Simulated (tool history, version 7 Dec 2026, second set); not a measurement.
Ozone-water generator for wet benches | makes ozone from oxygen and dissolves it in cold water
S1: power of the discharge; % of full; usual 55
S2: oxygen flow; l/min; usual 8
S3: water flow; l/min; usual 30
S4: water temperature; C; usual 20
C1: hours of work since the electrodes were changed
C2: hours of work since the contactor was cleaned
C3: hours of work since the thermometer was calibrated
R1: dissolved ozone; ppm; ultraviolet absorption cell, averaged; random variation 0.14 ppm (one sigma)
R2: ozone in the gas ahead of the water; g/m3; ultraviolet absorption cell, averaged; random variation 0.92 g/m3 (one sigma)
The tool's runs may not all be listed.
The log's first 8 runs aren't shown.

{"run": 9, "day": 10.904, "S1": 55, "S2": 7.96, "S3": 30, "S4": 20, "C1": 2080, "C2": 73, "C3": 3398, "R1": 14.6, "R2": 142.4}
{"run": 10, "day": 13.267, "S1": 55, "S2": 8, "S3": 30, "S4": 19, "C1": 2137, "C2": 129, "C3": 3455, "R1": 14.7, "R2": 142.2}
{"run": 11, "day": 14.717, "S1": 55, "S2": 8, "S3": 30, "S4": 19, "C1": 2171, "C2": 164, "C3": 3489, "R1": 14.8, "R2": 140.7}
{"run": 12, "day": 16.604, "S1": 55, "S2": 8, "S3": 30, "S4": 19, "C1": 2216, "C2": 209, "C3": 3534, "R1": 14.7, "R2": 139.9}
{"run": 13, "day": 18.638, "S1": 55, "S2": 8, "S3": 30, "S4": 19, "C1": 2264, "C2": 257, "C3": 3582, "R1": 15, "R2": 140.2}
{"run": 14, "day": 20.725, "S1": 82, "S2": 8, "S3": 30, "S4": 20, "C1": 2314, "C2": 307, "C3": 3632, "R1": 18.1, "R2": 174.8}
{"run": 15, "day": 21.925, "S1": 55, "S2": 8, "S3": 30, "S4": 20, "C1": 2343, "C2": 335, "C3": 3661, "R1": 14.7, "R2": 140.4}
{"run": 16, "day": 23.1, "S1": 55, "S2": 8, "S3": 30, "S4": 20, "C1": 2371, "C2": 363, "C3": 3689, "R1": 14.4, "R2": 138.9}
{"run": 17, "day": 24.533, "S1": 55, "S2": 6.24, "S3": 21, "S4": 22, "C1": 2405, "C2": 397, "C3": 3723, "R1": 19.1, "R2": 162.1}
{"run": 18, "day": 25.742, "S1": 84, "S2": 6.24, "S3": 21, "S4": 22, "C1": 2434, "C2": 426, "C3": 3751, "R1": 23.9, "R2": 202.8}
{"run": 19, "day": 27.508, "S1": 42, "S2": 8, "S3": 30, "S4": 17, "C1": 2476, "C2": 468, "C3": 3794, "R1": 13.2, "R2": 120}
{"day": 27.65, "done": "water thermometer calibrated"}
{"run": 20, "day": 30.042, "S1": 42, "S2": 8, "S3": 30, "S4": 17, "C1": 2535, "C2": 528, "C3": 57, "R1": 12.9, "R2": 122}
{"run": 21, "day": 32.579, "S1": 90, "S2": 8, "S3": 29, "S4": 14, "C1": 2596, "C2": 588, "C3": 117, "R1": 20.8, "R2": 179.3}
{"run": 22, "day": 34.142, "S1": 55, "S2": 4.87, "S3": 30, "S4": 20, "C1": 2633, "C2": 625, "C3": 154, "R1": 14.5, "R2": 183.6}
{"day": 34.971, "done": "water thermometer calibrated, once more"}
{"run": 23, "day": 35.596, "S1": 55, "S2": 4.87, "S3": 30, "S4": 20, "C1": 2667, "C2": 659, "C3": 15, "R1": 14.1, "R2": 186.5}
{"run": 24, "day": 36.65, "S1": 55, "S2": 8, "S3": 29, "S4": 20, "C1": 2692, "C2": 685, "C3": 40, "R1": 14.6, "R2": 137.6}
{"run": 25, "day": 38.421, "S1": 55, "S2": 8.68, "S3": 19, "S4": 24, "C1": 2734, "C2": 727, "C3": 82, "R1": 18.1, "R2": 131.3}
{"run": 26, "day": 40.704, "S1": 55, "S2": 8.68, "S3": 19, "S4": 24, "C1": 2789, "C2": 781, "C3": 136, "R1": 18.3, "R2": 131.8}
{"run": 27, "day": 42.683, "S1": 45, "S2": 8, "S3": 30, "S4": 28, "C1": 2836, "C2": 828, "C3": 184, "R1": 11.2, "R2": 122.6}
{"run": 28, "day": 44.738, "S1": 66, "S2": 6.89, "S3": 41, "S4": 28, "C1": 2885, "C2": 877, "C3": 232, "R1": 10.5, "R2": 164.7}
{"run": 29, "day": 47.125, "S1": 66, "S2": 6.89, "S3": 41, "S4": 28, "C1": 2941, "C2": 934, "C3": 289, "R1": 10.4, "R2": 164.1}
{"run": 30, "day": 48.408, "S1": 66, "S2": 6.89, "S3": 41, "S4": 28, "C1": 2972, "C2": 964, "C3": 320, "R1": 10.4, "R2": 163}
{"run": 31, "day": 50.35, "S1": 99, "S2": 6.89, "S3": 37, "S4": 22, "C1": 3018, "C2": 1010, "C3": 366, "R1": 15.4, "R2": 198.6}
{"run": 32, "day": 51.604, "S1": 55, "S2": 5.28, "S3": 30, "S4": 26, "C1": 3048, "C2": 1040, "C3": 396, "R1": 13, "R2": 170.9}

3 ways to go on from here, each from the tool as it stands after run 32. What would each give?
{"run": "A", "day": 53.354, "S1": 64, "S2": 8, "S3": 35, "S4": 18, "C1": 3090, "C2": 1082, "C3": 437, "R1": "?", "R2": "?"}
{"run": "B", "day": 53.354, "S1": 45, "S2": 4.04, "S3": 30, "S4": 14, "C1": 3090, "C2": 1082, "C3": 437, "R1": "?", "R2": "?"}
{"run": "C", "day": 53.354, "S1": 55, "S2": 5.79, "S3": 30, "S4": 26, "C1": 3090, "C2": 1082, "C3": 437, "R1": "?", "R2": "?"}

run=A R1=13.5 R2=145.4
run=B R1=13.1 R2=182
run=C R1=12.8 R2=162.7
Without the tool's hidden state the same runs would have given:
run=A R1=16.1 R2=169
run=B R1=15.1 R2=205
run=C R1=15 R2=186.5
